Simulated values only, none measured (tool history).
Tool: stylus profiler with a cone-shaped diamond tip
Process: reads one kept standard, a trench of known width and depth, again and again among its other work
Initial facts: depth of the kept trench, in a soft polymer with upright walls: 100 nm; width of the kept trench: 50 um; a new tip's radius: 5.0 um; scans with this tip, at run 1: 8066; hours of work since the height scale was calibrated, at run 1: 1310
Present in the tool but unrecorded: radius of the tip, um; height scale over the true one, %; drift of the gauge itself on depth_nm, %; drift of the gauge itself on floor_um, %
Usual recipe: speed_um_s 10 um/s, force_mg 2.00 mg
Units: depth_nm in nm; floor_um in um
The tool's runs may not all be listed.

run    hour  speed_um_s  force_mg  scans with this tip  hours of work since the height scale was calibrated  depth_nm  floor_um
  1     0.0          10      2.00                 8066                                                 1310    100.44     47.51
  2    49.0          10      2.00                 8248                                                 1340    100.39     47.45
  3    85.8           5      2.00                 8385                                                 1362    100.47     47.48
  4   129.1           5      2.00                 8546                                                 1388    100.40     47.47
  5   188.8           5      2.00                 8768                                                 1424    100.35     47.47
  6   220.0          10      1.46                 8884                                                 1443    100.15     47.41
  7   291.2          10      1.46                 9149                                                 1486    100.24     47.43
  8   336.7          10      1.46                 9318                                                 1513    100.17     47.41
  9   388.2          10      2.00                 9509                                                 1544    100.28     47.46
 10   435.2          16      2.00                 9684                                                 1573    100.32     47.38
 11   496.0          16      2.00                 9910                                                 1609    100.34     47.34
 12   545.2          19      2.00                10093                                                 1639    100.24     47.37
 13   600.1          10      0.85                10297                                                 1672     99.86     47.38
 14   661.4          19      2.10                10525                                                 1709    100.27     47.32
 15   697.5          19      2.10                10660                                                 1731    100.32     47.28
 16   768.6          19      2.10                10924                                                 1774    100.24     47.24
 17   799.0          19      2.10                11037                                                 1792    100.25     47.29
 18   841.7           8      3.45                11196                                                 1818    100.62     47.37
 19   878.0           4      1.34                11331                                                 1840     99.93     47.33
 20   930.3           7      1.71                11525                                                 1872    100.06     47.32
 21   981.5           6      3.97                11716                                                 1903    100.82     47.31
 22  1039.8          10      3.40                11932                                                 1938    100.59     47.28
 23  1082.8           8      2.80                12092                                                 1964    100.33     47.30
 24  1122.6          11      2.45                12240                                                 1988    100.20     47.27

Some steps in depth_nm, run to run, broken into two amounts with sign: the step expected even without the hidden condition (settings, incoming material, random variation), and the rest, left for the hidden condition together with whatever gauge scatter is not in both the measured and the hidden-condition-free result:
Run 2 -> 3: speed_um_s 10 -> 5. depth_nm +0.08 nm: hidden state -0.02, all else +0.10.
Run 4 -> 5: no setting changed, nothing entered. depth_nm -0.05 nm: hidden state -0.02, all else -0.03.
Run 18 -> 19: speed_um_s 8 -> 4, force_mg 3.45 -> 1.34. depth_nm -0.69 nm: hidden state +0.00, all else -0.69.
Run 20 -> 21: speed_um_s 7 -> 6, force_mg 1.71 -> 3.97. depth_nm +0.76 nm: hidden state -0.02, all else +0.78.
